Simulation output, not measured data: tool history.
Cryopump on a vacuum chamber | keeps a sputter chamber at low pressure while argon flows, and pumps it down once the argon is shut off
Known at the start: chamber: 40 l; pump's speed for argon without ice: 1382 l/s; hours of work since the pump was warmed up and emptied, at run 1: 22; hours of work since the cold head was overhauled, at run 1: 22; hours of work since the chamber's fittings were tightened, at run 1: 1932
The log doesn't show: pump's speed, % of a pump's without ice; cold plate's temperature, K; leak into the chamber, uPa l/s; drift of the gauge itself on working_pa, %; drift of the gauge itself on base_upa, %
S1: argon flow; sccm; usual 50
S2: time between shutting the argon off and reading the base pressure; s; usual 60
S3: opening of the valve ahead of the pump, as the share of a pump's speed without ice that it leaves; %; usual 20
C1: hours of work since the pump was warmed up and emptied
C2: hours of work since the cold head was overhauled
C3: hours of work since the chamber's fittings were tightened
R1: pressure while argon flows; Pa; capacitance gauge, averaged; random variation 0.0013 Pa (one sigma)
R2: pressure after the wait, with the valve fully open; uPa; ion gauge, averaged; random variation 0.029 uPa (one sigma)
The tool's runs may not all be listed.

run   hour  S1   S2  S3   C1   C2    C3      R1    R2
  1      0  50   60  20   22   22  1932  0.3067  2.54
  2   25.7  50   60  20   35   35  1945  0.3088  2.59
  3   57.7  50   60  20   50   50  1960  0.3067  2.58
  4   93.1  50   60  20   68   68  1978  0.3085  2.65
  5  117.8  50   60  20   80   80  1990  0.3072  2.65
  6  147.6  50   60  20   94   94  2004  0.3057   2.6
  7  175.2  50   60  20  108  108  2018  0.3079  2.72
  8  198.8  50   60  20  119  119  2029  0.3076  2.72
  9  222.4  62   60  20  131  131  2041  0.3842  2.71
 10  246.9  62   60  20  143  143  2053  0.3811  2.69
 11  262.8  50  124  20  150  150  2060  0.3069  2.11
 12  280.6  50  124  20  159  159  2069  0.3072   2.1
 13    297  50  157  45  167  167  2077  0.1394  1.95
 14  327.2  29   33  20  182  182  2092    0.18  3.72
 15  347.2  20   33  22  191  191  2101  0.1127  3.75
 16  377.7  41   55  30  206  206  2116    0.17  2.89
 17    404  82  135  46  219  219  2129  0.2277  2.13

Forecast each of these 5 alternatives for the next run:
  A  425.5  34  135  26  230  230  2140   ?   ?
  B  425.5  82  135  24  230  230  2140   ?   ?
  C  425.5  70   51  36  230  230  2140   ?   ?
  D  425.5  53  135  46  230  230  2140   ?   ?
  E  425.5  50   60  37  230  230  2140   ?   ?

run      R1    R2
  A   0.164  2.16
  B  0.4256  2.08
  C  0.2441  2.96
  D  0.1454  2.17
  E  0.1699  2.76
Without the tool's hidden state the same runs would have given:
run      R1    R2
  A  0.1605  0.76
  B  0.4171  0.72
  C  0.2368  1.59
  D  0.1399  0.77
  E  0.1647  1.38

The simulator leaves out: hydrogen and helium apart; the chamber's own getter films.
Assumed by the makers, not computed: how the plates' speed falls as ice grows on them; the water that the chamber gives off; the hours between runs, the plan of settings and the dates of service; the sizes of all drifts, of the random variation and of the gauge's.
